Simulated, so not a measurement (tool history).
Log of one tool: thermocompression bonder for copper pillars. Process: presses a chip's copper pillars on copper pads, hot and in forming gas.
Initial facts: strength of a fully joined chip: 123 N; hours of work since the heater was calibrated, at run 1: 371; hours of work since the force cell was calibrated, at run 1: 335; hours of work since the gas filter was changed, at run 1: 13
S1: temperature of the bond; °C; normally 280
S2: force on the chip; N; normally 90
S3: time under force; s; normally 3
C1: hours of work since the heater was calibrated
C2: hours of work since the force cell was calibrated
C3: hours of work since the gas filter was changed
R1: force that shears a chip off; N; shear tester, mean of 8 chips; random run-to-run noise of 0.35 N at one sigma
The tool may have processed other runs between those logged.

run 1 hour=0.0 | S1=280 S2=90 S3=3 | C1=371 C2=335 C3=13 | R1=54.8
run 2 hour=15.4 | S1=280 S2=90 S3=3 | C1=380 C2=344 C3=21 | R1=54.0
run 3 hour=30.4 | S1=280 S2=90 S3=3 | C1=388 C2=352 C3=30 | R1=53.8
run 4 hour=43.0 | S1=280 S2=90 S3=3 | C1=395 C2=359 C3=37 | R1=53.6
run 5 hour=54.5 | S1=280 S2=90 S3=3 | C1=402 C2=366 C3=43 | R1=53.6
run 6 hour=66.2 | S1=280 S2=57 S3=3 | C1=408 C2=372 C3=50 | R1=39.6
run 7 hour=78.2 | S1=280 S2=98 S3=3 | C1=415 C2=379 C3=56 | R1=56.4
run 8 hour=92.8 | S1=303 S2=90 S3=3 | C1=423 C2=387 C3=65 | R1=64.9
run 9 hour=102.3 | S1=280 S2=90 S3=3 | C1=428 C2=392 C3=70 | R1=52.9
run 10 hour=109.6 | S1=280 S2=90 S3=3 | C1=433 C2=396 C3=74 | R1=53.5
run 11 hour=121.5 | S1=280 S2=90 S3=3 | C1=439 C2=403 C3=81 | R1=53.2
run 12 hour=130.4 | S1=280 S2=90 S3=3 | C1=444 C2=408 C3=86 | R1=52.5
run 13 hour=144.7 | S1=280 S2=90 S3=3 | C1=452 C2=416 C3=94 | R1=52.6
run 14 hour=151.5 | S1=280 S2=90 S3=3 | C1=456 C2=420 C3=97 | R1=52.8
run 15 hour=165.4 | S1=280 S2=90 S3=3 | C1=464 C2=428 C3=105 | R1=53.1
run 16 hour=176.9 | S1=280 S2=90 S3=3 | C1=470 C2=434 C3=112 | R1=52.5
run 17 hour=192.3 | S1=280 S2=90 S3=3 | C1=479 C2=443 C3=120 | R1=52.8
run 18 hour=199.5 | S1=280 S2=90 S3=3 | C1=483 C2=447 C3=124 | R1=52.0
run 19 hour=212.3 | S1=280 S2=90 S3=3 | C1=490 C2=454 C3=131 | R1=52.4
run 20 hour=228.1 | S1=277 S2=95 S3=7 | C1=499 C2=463 C3=140 | R1=69.6
run 21 hour=243.1 | S1=277 S2=95 S3=7 | C1=507 C2=471 C3=148 | R1=70.2
run 22 hour=257.2 | S1=288 S2=90 S3=2 | C1=515 C2=479 C3=156 | R1=48.7
run 23 hour=268.1 | S1=270 S2=102 S3=6 | C1=521 C2=485 C3=162 | R1=64.4
run 24 hour=274.9 | S1=263 S2=71 S3=8 | C1=525 C2=489 C3=166 | R1=54.0
run 25 hour=281.5 | S1=263 S2=71 S3=8 | C1=528 C2=492 C3=170 | R1=53.7
run 26 hour=292.9 | S1=250 S2=90 S3=3 | C1=535 C2=499 C3=176 | R1=37.4
run 27 hour=308.3 | S1=290 S2=97 S3=3 | C1=543 C2=507 C3=185 | R1=59.4
run 28 hour=318.7 | S1=279 S2=98 S3=4 | C1=549 C2=513 C3=191 | R1=59.2
run 29 hour=328.2 | S1=289 S2=84 S3=4 | C1=554 C2=518 C3=196 | R1=59.6
run 30 hour=337.8 | S1=306 S2=93 S3=4 | C1=560 C2=524 C3=201 | R1=72.4
run 31 hour=348.3 | S1=277 S2=79 S3=8 | C1=566 C2=530 C3=207 | R1=65.0
run 32 hour=360.4 | S1=297 S2=55 S3=9 | C1=572 C2=536 C3=214 | R1=65.8
run 33 hour=376.1 | S1=308 S2=55 S3=2 | C1=581 C2=545 C3=223 | R1=42.0
run 34 hour=388.9 | S1=256 S2=98 S3=4 | C1=588 C2=552 C3=230 | R1=46.7
run 35 hour=403.6 | S1=287 S2=83 S3=2 | C1=597 C2=560 C3=238 | R1=44.8
run 36 hour=412.8 | S1=280 S2=63 S3=4 | C1=602 C2=565 C3=243 | R1=45.5
run 37 hour=426.1 | S1=280 S2=63 S3=4 | C1=609 C2=573 C3=250 | R1=45.1
-- hour=433.3 forming gas filter changed
run 38 hour=440.5 | S1=259 S2=129 S3=3 | C1=617 C2=581 C3=4 | R1=53.4

Below, each run's measurement less what the same run would have read without the hidden state. Both values contain the same run-to-run variation, but the gauge's scatter may not be the same in both:
Hidden state present: true temperature of the bond over the reading, C; force that reaches the chip, % of what is set; oxide that the forming gas leaves, % of the face; drift of the gauge itself on shear_n, %.
run=1 R1=-2.2
run=2 R1=-2.3
run=3 R1=-2.5
run=4 R1=-2.6
run=5 R1=-2.6
run=6 R1=-2.2
run=7 R1=-2.9
run=8 R1=-3.2
run=9 R1=-3.0
run=10 R1=-3.1
run=11 R1=-3.2
run=12 R1=-3.2
run=13 R1=-3.3
run=14 R1=-3.4
run=15 R1=-3.4
run=16 R1=-3.5
run=17 R1=-3.7
run=18 R1=-3.7
run=19 R1=-3.8
run=20 R1=-4.6
run=21 R1=-4.8
run=22 R1=-3.9
run=23 R1=-4.8
run=24 R1=-4.5
run=25 R1=-4.5
run=26 R1=-3.6
run=27 R1=-4.9
run=28 R1=-5.0
run=29 R1=-5.0
run=30 R1=-5.5
run=31 R1=-5.6
run=32 R1=-5.5
run=33 R1=-4.1
run=34 R1=-4.9
run=35 R1=-4.6
run=36 R1=-4.8
run=37 R1=-4.9
run=38 R1=-3.8
